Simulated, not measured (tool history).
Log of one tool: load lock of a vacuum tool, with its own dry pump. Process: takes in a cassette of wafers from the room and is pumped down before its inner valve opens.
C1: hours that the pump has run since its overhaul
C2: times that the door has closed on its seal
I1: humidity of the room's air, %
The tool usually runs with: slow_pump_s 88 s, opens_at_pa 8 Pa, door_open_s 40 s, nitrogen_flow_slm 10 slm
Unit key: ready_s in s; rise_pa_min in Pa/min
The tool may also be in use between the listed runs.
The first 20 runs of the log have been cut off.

Run 21, day 185.633: usual settings; C1 8585; C2 38896; I1 42.5. Result: ready_s 146.9 s, rise_pa_min 0.138 Pa/min.
Run 22, day 192.475: usual settings but opens_at_pa 11 Pa, door_open_s 114 s, nitrogen_flow_slm 4 slm; C1 8749; C2 39664; I1 46.2. Result: ready_s 144.3 s, rise_pa_min 0.182 Pa/min.
Run 23, day 198.400: usual settings but opens_at_pa 11 Pa, door_open_s 114 s, nitrogen_flow_slm 4 slm; C1 8891; C2 40329; I1 47.2. Result: ready_s 143.9 s, rise_pa_min 0.184 Pa/min.
Run 24, day 206.950: usual settings but opens_at_pa 11 Pa, door_open_s 114 s, nitrogen_flow_slm 5 slm; C1 9096; C2 41289; I1 48.4. Result: ready_s 143.6 s, rise_pa_min 0.191 Pa/min.
Run 25, day 213.092: usual settings but opens_at_pa 11 Pa, door_open_s 114 s, nitrogen_flow_slm 9 slm; C1 9244; C2 41978; I1 44.0. Result: ready_s 144.6 s, rise_pa_min 0.177 Pa/min.
Run 26, day 223.888: usual settings but opens_at_pa 7 Pa, door_open_s 114 s, nitrogen_flow_slm 26 slm; C1 9503; C2 43190; I1 43.9. Result: ready_s 148.2 s, rise_pa_min 0.176 Pa/min.
Run 27, day 233.992: usual settings but slow_pump_s 172 s, opens_at_pa 10 Pa, door_open_s 114 s, nitrogen_flow_slm 24 slm; C1 9745; C2 44324; I1 46.3. Result: ready_s 210.9 s, rise_pa_min 0.183 Pa/min.
Run 28, day 243.112: usual settings but opens_at_pa 7 Pa, door_open_s 119 s; C1 9964; C2 45348; I1 40.1. Result: ready_s 148.7 s, rise_pa_min 0.197 Pa/min.
Run 29, day 251.471: usual settings but opens_at_pa 10 Pa, door_open_s 216 s; C1 10165; C2 46286; I1 47.9. Result: ready_s 144.9 s, rise_pa_min 0.223 Pa/min.
Run 30, day 257.033: usual settings but nitrogen_flow_slm 14 slm; C1 10298; C2 46910; I1 41.5. Result: ready_s 147.5 s, rise_pa_min 0.189 Pa/min.
Run 31, day 268.946: usual settings but nitrogen_flow_slm 14 slm; C1 10584; C2 48247; I1 47.1. Result: ready_s 147.7 s, rise_pa_min 0.197 Pa/min.
Run 32, day 275.467: usual settings but door_open_s 59 s; C1 10741; C2 48979; I1 43.6. Result: ready_s 147.1 s, rise_pa_min 0.202 Pa/min.
Run 33, day 285.229: usual settings but slow_pump_s 111 s, opens_at_pa 12 Pa; C1 10975; C2 50075; I1 44.2. Result: ready_s 162.3 s, rise_pa_min 0.208 Pa/min.
Run 34, day 296.562: usual settings but slow_pump_s 111 s, opens_at_pa 12 Pa; C1 11247; C2 51346; I1 46.0. Result: ready_s 162.7 s, rise_pa_min 0.219 Pa/min.
Run 35, day 307.692: usual settings but slow_pump_s 80 s, nitrogen_flow_slm 44 slm; C1 11514; C2 52596; I1 42.8. Result: ready_s 141.2 s, rise_pa_min 0.206 Pa/min.
Run 36, day 319.458: usual settings but opens_at_pa 10 Pa, nitrogen_flow_slm 29 slm; C1 11796; C2 53916; I1 46.7. Result: ready_s 146.0 s, rise_pa_min 0.223 Pa/min.
Run 37, day 330.096: usual settings but door_open_s 91 s, nitrogen_flow_slm 16 slm; C1 12052; C2 55110; I1 43.0. Result: ready_s 148.0 s, rise_pa_min 0.241 Pa/min.

Predict each of these 3 candidate next runs independently; none follows another, all start after run 37:
Run A, day 341.358: usual settings but slow_pump_s 82 s, door_open_s 159 s, nitrogen_flow_slm 16 slm; C1 12322; C2 56374; I1 44.1. Result: ready_s ?, rise_pa_min ?.
Run B, day 341.358: usual settings but slow_pump_s 125 s, door_open_s 26 s; C1 12322; C2 56374; I1 42.8. Result: ready_s ?, rise_pa_min ?.
Run C, day 341.358: usual settings but opens_at_pa 12 Pa, door_open_s 35 s, nitrogen_flow_slm 4 slm; C1 12322; C2 56374; I1 48.5. Result: ready_s ?, rise_pa_min ?.

run  ready_s  rise_pa_min
  A    144.1        0.266
  B    175.9        0.234
  C    144.9        0.250
Had the tool no hidden state, the same runs would have come out as:
run  ready_s  rise_pa_min
  A    139.1        0.048
  B    171.9        0.014
  C    140.4        0.033
